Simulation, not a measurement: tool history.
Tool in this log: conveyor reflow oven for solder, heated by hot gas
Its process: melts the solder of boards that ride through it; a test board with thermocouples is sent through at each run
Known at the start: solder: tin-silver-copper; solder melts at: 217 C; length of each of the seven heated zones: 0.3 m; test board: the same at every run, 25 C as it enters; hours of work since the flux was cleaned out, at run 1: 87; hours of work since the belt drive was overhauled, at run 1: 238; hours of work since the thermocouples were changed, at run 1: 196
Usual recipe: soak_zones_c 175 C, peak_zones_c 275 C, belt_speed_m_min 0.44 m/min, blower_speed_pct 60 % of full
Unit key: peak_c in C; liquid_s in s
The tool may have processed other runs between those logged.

run,hour,soak_zones_c,peak_zones_c,belt_speed_m_min,blower_speed_pct,hours of work since the flux was cleaned out,hours of work since the belt drive was overhauled,hours of work since the thermocouples were changed,peak_c,liquid_s
1,0,175,275,0.44,60,87,238,196,260.6,68.1
2,6.8,184,275,0.44,60,91,242,201,262.1,72
3,14.6,184,275,0.44,60,97,248,206,262.2,72.4
4,27.8,175,275,0.44,60,106,257,215,260.6,67.9
5,38.7,175,275,0.44,60,113,264,222,260.7,67.8
6,46,175,275,0.44,60,118,269,227,260.8,67.5
7,57.4,175,275,0.44,60,126,277,235,260.3,67.7
8,66.5,175,275,0.44,60,132,283,241,260.4,67.7
# hour 72.5: flux residue cleaned out of gas plates and filters
9,83.8,175,275,0.507,60,8,291,250,255.9,55.3
10,96.8,175,275,0.507,60,17,300,258,255.7,55.1
11,110.1,175,275,0.507,60,26,309,267,255.6,55.1
12,118.6,175,275,0.44,60,31,315,273,260.6,67.6
13,130.5,175,275,0.44,72,39,323,281,263,69.6
# hour 140.4: flux residue cleaned out of gas plates and filters, once more
14,147.1,163,290,0.517,83,5,331,289,272.6,59.9
15,156.3,175,276,0.44,60,11,337,295,262.1,68.9
16,169.8,170,276,0.44,60,20,346,305,261.2,66.8
17,183.3,188,276,0.44,60,29,355,314,264.1,75.1
18,193.2,188,276,0.44,60,36,362,320,264,74.9
19,202.2,166,283,0.481,86,42,368,327,269.9,64.3
20,208.9,188,266,0.481,86,46,373,331,256.8,65.6
21,216.5,168,263,0.366,51,52,378,336,252.2,73.3
22,224.7,168,263,0.366,51,57,384,342,252.1,73.4
23,237.9,174,264,0.353,86,66,393,351,259.6,87
24,250.3,179,269,0.44,60,75,401,359,256.1,66.9
25,262.3,179,269,0.44,60,83,409,367,256.4,66.8
26,271.4,164,275,0.44,77,89,415,374,263,66.2

Each run again, without the hidden state but with its own random variation kept:
Unlogged tool condition in this case: heat that the gas passes to the board, % of a clean oven's; belt's true speed, % of the reading; true gas temperature in zones 6 and 7 over the reading, C; drift of the gauge itself on peak_c, C; drift of the gauge itself on liquid_s, %.
run,peak_c,liquid_s
1,261,68.2
2,262.4,72.1
3,262.6,72.5
4,261,68.1
5,261.1,68
6,261.2,67.7
7,260.7,67.9
8,260.9,68
9,256.6,55.8
10,256.4,55.6
11,256.4,55.6
12,261.3,67.9
13,263.6,69.9
14,272.5,59.7
15,262,68.7
16,261.1,66.5
17,264,74.9
18,263.9,74.7
19,269.9,64.1
20,256.7,65.4
21,252,73
22,251.9,73.2
23,259.5,86.8
24,256,66.7
25,256.3,66.6
26,263.1,66
